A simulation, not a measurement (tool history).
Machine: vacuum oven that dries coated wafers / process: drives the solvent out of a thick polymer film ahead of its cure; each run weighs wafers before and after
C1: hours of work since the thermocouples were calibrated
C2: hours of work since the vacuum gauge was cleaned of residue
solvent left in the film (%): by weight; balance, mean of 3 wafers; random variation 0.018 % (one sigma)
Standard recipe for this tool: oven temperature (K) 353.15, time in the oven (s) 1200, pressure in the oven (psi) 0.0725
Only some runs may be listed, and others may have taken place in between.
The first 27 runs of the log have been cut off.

{"run": 28, "hour": 1576.5, "oven temperature (K)": 367.15, "time in the oven (s)": 660, "pressure in the oven (psi)": 0.0434, "C1": 188, "C2": 1362, "solvent left in the film (%)": 0.42}
{"hour": 1585.0, "done": "vacuum gauge cleaned of residue and calibrated"}
{"run": 29, "hour": 1649.4, "oven temperature (K)": 367.15, "time in the oven (s)": 660, "pressure in the oven (psi)": 0.1265, "C1": 230, "C2": 38, "solvent left in the film (%)": 0.57}
{"run": 30, "hour": 1716.2, "oven temperature (K)": 358.15, "time in the oven (s)": 1800, "pressure in the oven (psi)": 0.1265, "C1": 270, "C2": 78, "solvent left in the film (%)": 0.3}
{"run": 31, "hour": 1786.1, "oven temperature (K)": 352.15, "time in the oven (s)": 780, "pressure in the oven (psi)": 0.1265, "C1": 311, "C2": 120, "solvent left in the film (%)": 3.18}
{"run": 32, "hour": 1833.8, "oven temperature (K)": 352.15, "time in the oven (s)": 1320, "pressure in the oven (psi)": 0.2888, "C1": 340, "C2": 148, "solvent left in the film (%)": 1.43}
{"hour": 1869.0, "done": "vacuum gauge cleaned of residue and calibrated, once more"}
{"run": 33, "hour": 1914.5, "oven temperature (K)": 359.15, "time in the oven (s)": 1620, "pressure in the oven (psi)": 0.1239, "C1": 387, "C2": 27, "solvent left in the film (%)": 0.26}
{"run": 34, "hour": 1966.7, "oven temperature (K)": 359.15, "time in the oven (s)": 1620, "pressure in the oven (psi)": 0.1239, "C1": 418, "C2": 58, "solvent left in the film (%)": 0.22}
{"run": 35, "hour": 2046.9, "oven temperature (K)": 359.15, "time in the oven (s)": 1620, "pressure in the oven (psi)": 0.1239, "C1": 466, "C2": 106, "solvent left in the film (%)": 0.23}
{"run": 36, "hour": 2083.7, "oven temperature (K)": 357.15, "time in the oven (s)": 1140, "pressure in the oven (psi)": 0.1426, "C1": 487, "C2": 128, "solvent left in the film (%)": 0.64}
{"run": 37, "hour": 2130.4, "oven temperature (K)": 347.15, "time in the oven (s)": 1740, "pressure in the oven (psi)": 0.1426, "C1": 515, "C2": 155, "solvent left in the film (%)": 1.18}
{"run": 38, "hour": 2211.8, "oven temperature (K)": 353.15, "time in the oven (s)": 840, "pressure in the oven (psi)": 0.0725, "C1": 564, "C2": 204, "solvent left in the film (%)": 2.21}
{"run": 39, "hour": 2282.9, "oven temperature (K)": 366.15, "time in the oven (s)": 780, "pressure in the oven (psi)": 0.0643, "C1": 606, "C2": 246, "solvent left in the film (%)": 0.31}
{"run": 40, "hour": 2357.7, "oven temperature (K)": 366.15, "time in the oven (s)": 780, "pressure in the oven (psi)": 0.0643, "C1": 650, "C2": 291, "solvent left in the film (%)": 0.28}
{"run": 41, "hour": 2408.5, "oven temperature (K)": 366.15, "time in the oven (s)": 780, "pressure in the oven (psi)": 0.0643, "C1": 681, "C2": 321, "solvent left in the film (%)": 0.31}

Here are 3 independent what-if runs from the current tool condition. What would each one return?
{"run": "A", "hour": 2486.4, "oven temperature (K)": 356.15, "time in the oven (s)": 1680, "pressure in the oven (psi)": 0.0395, "C1": 727, "C2": 367, "solvent left in the film (%)": "?"}
{"run": "B", "hour": 2486.4, "oven temperature (K)": 349.15, "time in the oven (s)": 780, "pressure in the oven (psi)": 0.0643, "C1": 727, "C2": 367, "solvent left in the film (%)": "?"}
{"run": "C", "hour": 2486.4, "oven temperature (K)": 360.15, "time in the oven (s)": 1680, "pressure in the oven (psi)": 0.1237, "C1": 727, "C2": 367, "solvent left in the film (%)": "?"}

run=A solvent_left_in_the_film_(%)=0.19
run=B solvent_left_in_the_film_(%)=4.01
run=C solvent_left_in_the_film_(%)=0.24
Had the tool no hidden state, the same runs would have come out as:
run=A solvent_left_in_the_film_(%)=0.19
run=B solvent_left_in_the_film_(%)=4.14
run=C solvent_left_in_the_film_(%)=0.23
